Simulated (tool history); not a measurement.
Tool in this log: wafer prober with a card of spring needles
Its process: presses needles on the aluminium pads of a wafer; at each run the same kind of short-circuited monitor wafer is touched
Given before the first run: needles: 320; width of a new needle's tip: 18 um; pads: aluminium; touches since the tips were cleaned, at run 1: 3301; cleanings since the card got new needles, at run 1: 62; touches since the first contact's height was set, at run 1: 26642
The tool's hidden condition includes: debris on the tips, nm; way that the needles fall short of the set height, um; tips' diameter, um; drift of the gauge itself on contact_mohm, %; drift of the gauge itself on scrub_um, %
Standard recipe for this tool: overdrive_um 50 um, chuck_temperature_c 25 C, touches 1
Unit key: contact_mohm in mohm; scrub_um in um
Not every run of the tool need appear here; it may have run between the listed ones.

run	hour	overdrive_um	chuck_temperature_c	touches	touches since the tips were cleaned	cleanings since the card got new needles	touches since the first contact's height was set	contact_mohm	scrub_um
1	0.0	50	25	1	3301	62	26642	137	13.05
# hour 5.4: tips cleaned on abrasive film
2	14.1	50	25	1	4757	63	34320	134	13.03
# hour 16.8: tips cleaned on abrasive film
# hour 28.6: tips cleaned on abrasive film
3	31.8	50	25	2	1750	65	43934	136	12.99
# hour 39.9: tips cleaned on abrasive film
4	42.2	50	25	1	1269	66	49601	138	13.06
# hour 51.4: tips cleaned on abrasive film
5	54.6	50	106	1	1726	67	56308	149	13.00
# hour 62.3: tips cleaned on abrasive film
6	64.1	50	106	1	1013	68	61508	151	13.01
# hour 73.3: tips cleaned on abrasive film
7	80.8	50	106	1	4141	69	70613	151	12.95
# hour 84.0: tips cleaned on abrasive film
# hour 95.9: tips cleaned on abrasive film
8	99.6	50	25	1	2020	71	80817	136	12.98
# hour 106.9: tips cleaned on abrasive film
9	116.1	50	25	1	5054	72	89821	138	13.04
# hour 117.7: tips cleaned on abrasive film
# hour 128.7: tips cleaned on abrasive film
# hour 134.9: height of the first contact set anew
10	134.9	50	25	1	3220	74	0	133	13.01
# hour 141.4: tips cleaned on abrasive film
# hour 152.2: tips cleaned on abrasive film
11	152.4	50	25	1	87	76	9498	135	12.94
# hour 163.1: tips cleaned on abrasive film
12	169.0	50	56	1	3225	77	18531	140	12.96
# hour 175.1: tips cleaned on abrasive film
# hour 186.3: tips cleaned on abrasive film
13	186.3	50	56	1	0	79	27952	141	12.98
# hour 197.4: tips cleaned on abrasive film
14	198.3	50	56	1	485	80	34450	144	12.99
# hour 208.8: tips cleaned on abrasive film
15	218.8	50	56	1	5517	81	45664	140	12.93
# hour 219.8: tips cleaned on abrasive film
16	228.9	50	56	1	5023	82	51174	144	12.94
# hour 231.2: tips cleaned on abrasive film
17	240.2	34	72	1	4933	83	57267	156	8.77
# hour 242.4: tips cleaned on abrasive film
18	250.8	37	67	1	4613	84	63060	153	9.54
# hour 253.9: tips cleaned on abrasive film
# hour 265.7: tips cleaned on abrasive film
19	269.2	60	34	1	1931	86	73045	133	15.48
# hour 276.6: tips cleaned on abrasive film
# hour 288.0: tips cleaned on abrasive film
20	288.0	32	52	1	0	88	83268	152	8.22
21	296.4	50	25	1	4564	88	87832	136	12.85
# hour 299.3: tips cleaned on abrasive film
# hour 310.1: tips cleaned on abrasive film
22	311.3	50	25	1	684	90	95946	134	12.88
# hour 318.4: height of the first contact set anew
# hour 322.0: tips cleaned on abrasive film
23	327.4	50	25	1	2949	91	4905	138	12.93
# hour 334.1: tips cleaned on abrasive film
24	337.1	37	98	1	1644	92	10172	155	9.54
# hour 345.3: tips cleaned on abrasive film
25	345.8	60	92	1	254	93	14869	143	15.40
# hour 356.2: tips cleaned on abrasive film
26	362.4	60	92	1	3403	94	23934	145	15.37
# hour 367.7: tips cleaned on abrasive film
27	372.9	50	123	3	2884	95	29656	152	12.84
# hour 378.8: tips cleaned on abrasive film
28	381.8	67	41	2	1611	96	34465	135	17.16
# hour 390.1: tips cleaned on abrasive film
# hour 401.0: tips cleaned on abrasive film
29	402.7	36	25	2	957	98	45844	143	9.16
# hour 412.7: tips cleaned on abrasive film
30	415.7	36	25	2	1665	99	52925	141	9.15
# hour 424.5: tips cleaned on abrasive film
31	432.5	62	27	1	4407	100	62078	133	15.85
# hour 436.0: tips cleaned on abrasive film
32	445.7	63	61	1	5293	101	69252	137	16.10

Here are 3 independent what-if runs from the current tool condition. What would each one return?
# hour 447.7: tips cleaned on abrasive film
A	455.1	69	65	1	4075	102	74385	?	?
# hour 447.7: tips cleaned on abrasive film
B	455.1	63	50	1	4075	102	74385	?	?
# hour 447.7: tips cleaned on abrasive film
C	455.1	50	25	2	4075	102	74385	?	?

run	contact_mohm	scrub_um
A	137	17.59
B	138	16.14
C	135	12.81
Without the tool's unlogged condition, the same runs would have read:
run	contact_mohm	scrub_um
A	137	17.97
B	137	16.49
C	135	13.09

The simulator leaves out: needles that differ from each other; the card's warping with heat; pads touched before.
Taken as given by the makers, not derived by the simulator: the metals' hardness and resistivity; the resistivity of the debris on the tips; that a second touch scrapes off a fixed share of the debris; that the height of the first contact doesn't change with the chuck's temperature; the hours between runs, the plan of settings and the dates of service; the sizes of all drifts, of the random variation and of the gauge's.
